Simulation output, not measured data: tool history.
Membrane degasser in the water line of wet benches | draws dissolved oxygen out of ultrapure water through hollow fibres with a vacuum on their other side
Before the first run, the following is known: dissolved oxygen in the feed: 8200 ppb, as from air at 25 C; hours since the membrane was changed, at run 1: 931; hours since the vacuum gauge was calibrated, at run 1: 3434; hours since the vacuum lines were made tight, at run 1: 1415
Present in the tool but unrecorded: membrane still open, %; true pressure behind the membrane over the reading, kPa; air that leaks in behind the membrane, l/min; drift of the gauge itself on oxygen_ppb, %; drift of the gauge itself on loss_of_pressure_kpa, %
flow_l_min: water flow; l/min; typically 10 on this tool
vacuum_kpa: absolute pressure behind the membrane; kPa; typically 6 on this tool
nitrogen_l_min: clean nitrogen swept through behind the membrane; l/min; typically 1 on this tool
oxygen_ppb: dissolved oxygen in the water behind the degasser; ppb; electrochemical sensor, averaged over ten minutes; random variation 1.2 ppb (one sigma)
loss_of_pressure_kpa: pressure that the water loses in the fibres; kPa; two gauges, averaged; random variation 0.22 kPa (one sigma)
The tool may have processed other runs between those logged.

run	hour	flow_l_min	vacuum_kpa	nitrogen_l_min	hours since the membrane was changed	hours since the vacuum gauge was calibrated	hours since the vacuum lines were made tight	oxygen_ppb	loss_of_pressure_kpa
1	0	10	6	1	931	3434	1415	121.2	52.62
2	55.4	10	6	1	986	3490	1470	120.1	53.11
3	91.7	10	6	1	1023	3526	1507	121	53.27
4	154.4	10	6	1	1085	3589	1569	121.3	52.94
5	209.3	10	6	1.93	1140	3644	1624	90.6	52.59
6	262	10	6	1.93	1193	3697	1677	90.1	53.78
7	327.8	10	6	1.93	1259	3762	1743	90.8	53.01
8	370.7	12	11.73	0.99	1302	3805	1786	308.9	63.93
9	420.5	10	11.73	1.4	1352	3855	1835	195.8	53.06
10	459.7	7	12.45	1.4	1391	3894	1875	137	36.99
11	492.4	7	5.55	0.41	1423	3927	1907	115.4	37.07
12	522.6	7	5.55	0.41	1454	3957	1937	114.8	37.23
13	571.9	15	4.95	0.54	1503	4006	1987	218.7	79.44
14	604.4	15	4.95	0.54	1535	4039	2019	219.6	80.03

Predict each of these 5 candidate next runs independently; none follows another, all start after run 14:
A	671.9	10	6.41	0.9	1603	4106	2087	?	?
B	671.9	8	5.86	0.54	1603	4106	2087	?	?
C	671.9	13	5	0.67	1603	4106	2087	?	?
D	671.9	15	4.99	2.44	1603	4106	2087	?	?
E	671.9	7	4.89	1.08	1603	4106	2087	?	?

run	oxygen_ppb	loss_of_pressure_kpa
A	139.6	53.14
B	127.5	42.41
C	171.2	69.21
D	144.4	79.81
E	52.3	37.03
The same runs, with their run-to-run variation unchanged, on a tool lacking any hidden condition would have given:
run	oxygen_ppb	loss_of_pressure_kpa
A	139.4	52.72
B	127.3	42.08
C	171	68.67
D	144.3	79.19
E	52.2	36.74
